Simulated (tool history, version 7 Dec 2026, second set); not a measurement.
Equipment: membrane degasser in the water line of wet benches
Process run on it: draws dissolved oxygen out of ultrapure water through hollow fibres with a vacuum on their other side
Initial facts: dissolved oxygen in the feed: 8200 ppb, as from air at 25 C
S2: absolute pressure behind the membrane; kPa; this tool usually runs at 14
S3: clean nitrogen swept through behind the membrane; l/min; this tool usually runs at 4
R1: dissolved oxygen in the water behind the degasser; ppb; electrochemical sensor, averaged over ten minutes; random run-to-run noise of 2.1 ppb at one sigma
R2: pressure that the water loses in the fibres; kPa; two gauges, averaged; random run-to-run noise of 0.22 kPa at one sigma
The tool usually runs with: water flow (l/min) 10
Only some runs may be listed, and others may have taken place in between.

{"run": 1, "hour": 0.0, "water flow (l/min)": 10, "S2": 14, "S3": 4, "R1": 207.6, "R2": 51.73}
{"run": 2, "hour": 335.5, "water flow (l/min)": 10, "S2": 14, "S3": 4, "R1": 207.8, "R2": 51.87}
{"run": 3, "hour": 582.2, "water flow (l/min)": 10, "S2": 14, "S3": 4, "R1": 216.1, "R2": 51.76}
{"run": 4, "hour": 889.4, "water flow (l/min)": 10, "S2": 14, "S3": 6.9, "R1": 187.4, "R2": 51.71}
{"run": 5, "hour": 1123.5, "water flow (l/min)": 10, "S2": 14, "S3": 6.9, "R1": 185, "R2": 52.1}
{"hour": 1155.1, "done": "vacuum gauge calibrated"}
{"run": 6, "hour": 1352.8, "water flow (l/min)": 10, "S2": 14, "S3": 6.9, "R1": 186, "R2": 51.44}
{"run": 7, "hour": 1675.0, "water flow (l/min)": 10, "S2": 14, "S3": 4, "R1": 211, "R2": 51.64}
{"run": 8, "hour": 1845.2, "water flow (l/min)": 10, "S2": 14, "S3": 5.57, "R1": 192.9, "R2": 51.59}
{"run": 9, "hour": 2047.5, "water flow (l/min)": 13, "S2": 14, "S3": 4, "R1": 379.6, "R2": 67.14}
{"run": 10, "hour": 2249.2, "water flow (l/min)": 13, "S2": 14, "S3": 4, "R1": 384, "R2": 66.54}
{"hour": 2375.4, "done": "seals of the vacuum lines changed"}
{"run": 11, "hour": 2432.4, "water flow (l/min)": 13, "S2": 14, "S3": 2.12, "R1": 446.1, "R2": 66.83}
{"run": 12, "hour": 2752.1, "water flow (l/min)": 10, "S2": 14, "S3": 6.89, "R1": 182, "R2": 51.46}
{"run": 13, "hour": 2931.6, "water flow (l/min)": 10, "S2": 14, "S3": 6.89, "R1": 188.4, "R2": 51.45}
{"run": 14, "hour": 3218.4, "water flow (l/min)": 10, "S2": 14, "S3": 4, "R1": 214.1, "R2": 51.25}
{"run": 15, "hour": 3373.1, "water flow (l/min)": 10, "S2": 14, "S3": 4, "R1": 215.4, "R2": 51.4}
{"run": 16, "hour": 3677.7, "water flow (l/min)": 10, "S2": 14, "S3": 4, "R1": 211.5, "R2": 51.24}
{"run": 17, "hour": 3976.4, "water flow (l/min)": 16, "S2": 13.9, "S3": 4.21, "R1": 559, "R2": 82.05}
{"run": 18, "hour": 4208.0, "water flow (l/min)": 6, "S2": 9.3, "S3": 6.66, "R1": 37.8, "R2": 30.68}
{"run": 19, "hour": 4470.8, "water flow (l/min)": 10, "S2": 16.5, "S3": 7.5, "R1": 194.9, "R2": 51.06}
{"run": 20, "hour": 4721.9, "water flow (l/min)": 10, "S2": 31.4, "S3": 4, "R1": 314.1, "R2": 51.12}
{"run": 21, "hour": 4894.8, "water flow (l/min)": 10, "S2": 31.4, "S3": 4, "R1": 318.8, "R2": 51.3}
{"hour": 4952.3, "done": "vacuum gauge calibrated"}
{"run": 22, "hour": 5195.0, "water flow (l/min)": 7, "S2": 14.8, "S3": 9.69, "R1": 65.5, "R2": 35.75}
{"hour": 5249.6, "done": "membrane cartridge changed"}
{"run": 23, "hour": 5530.5, "water flow (l/min)": 7, "S2": 14.8, "S3": 8.25, "R1": 69.5, "R2": 35.41}
{"run": 24, "hour": 5736.6, "water flow (l/min)": 7, "S2": 29, "S3": 5.05, "R1": 128, "R2": 35.52}
{"run": 25, "hour": 6044.2, "water flow (l/min)": 7, "S2": 29, "S3": 5.05, "R1": 132.9, "R2": 35.67}
{"run": 26, "hour": 6288.3, "water flow (l/min)": 10, "S2": 14, "S3": 7.81, "R1": 178, "R2": 50.96}
{"run": 27, "hour": 6593.9, "water flow (l/min)": 10, "S2": 14, "S3": 7.81, "R1": 180.8, "R2": 50.78}
{"run": 28, "hour": 6748.8, "water flow (l/min)": 10, "S2": 14, "S3": 7.81, "R1": 181.6, "R2": 50.69}
{"run": 29, "hour": 6910.6, "water flow (l/min)": 10, "S2": 11.3, "S3": 3.34, "R1": 211.7, "R2": 50.62}

Alternative continuations, all from the tool just after run 29; predict every row:
{"run": "A", "hour": 7152.9, "water flow (l/min)": 9, "S2": 13.5, "S3": 3.34, "R1": "?", "R2": "?"}
{"run": "B", "hour": 7152.9, "water flow (l/min)": 9, "S2": 11.3, "S3": 3.34, "R1": "?", "R2": "?"}
{"run": "C", "hour": 7152.9, "water flow (l/min)": 7, "S2": 9.2, "S3": 1.62, "R1": "?", "R2": "?"}
{"run": "D", "hour": 7152.9, "water flow (l/min)": 6, "S2": 15.8, "S3": 2.2, "R1": "?", "R2": "?"}
{"run": "E", "hour": 7152.9, "water flow (l/min)": 13, "S2": 23.3, "S3": 6.2, "R1": "?", "R2": "?"}

run=A R1=171.6 R2=45.59
run=B R1=155.9 R2=45.53
run=C R1=107 R2=35.31
run=D R1=107.2 R2=30.41
run=E R1=392.8 R2=65.79
Without the tool's unlogged condition, the same runs would have read:
run=A R1=171.5 R2=46.58
run=B R1=155.8 R2=46.52
run=C R1=106.9 R2=36.08
run=D R1=107.1 R2=31.08
run=E R1=392.6 R2=67.22
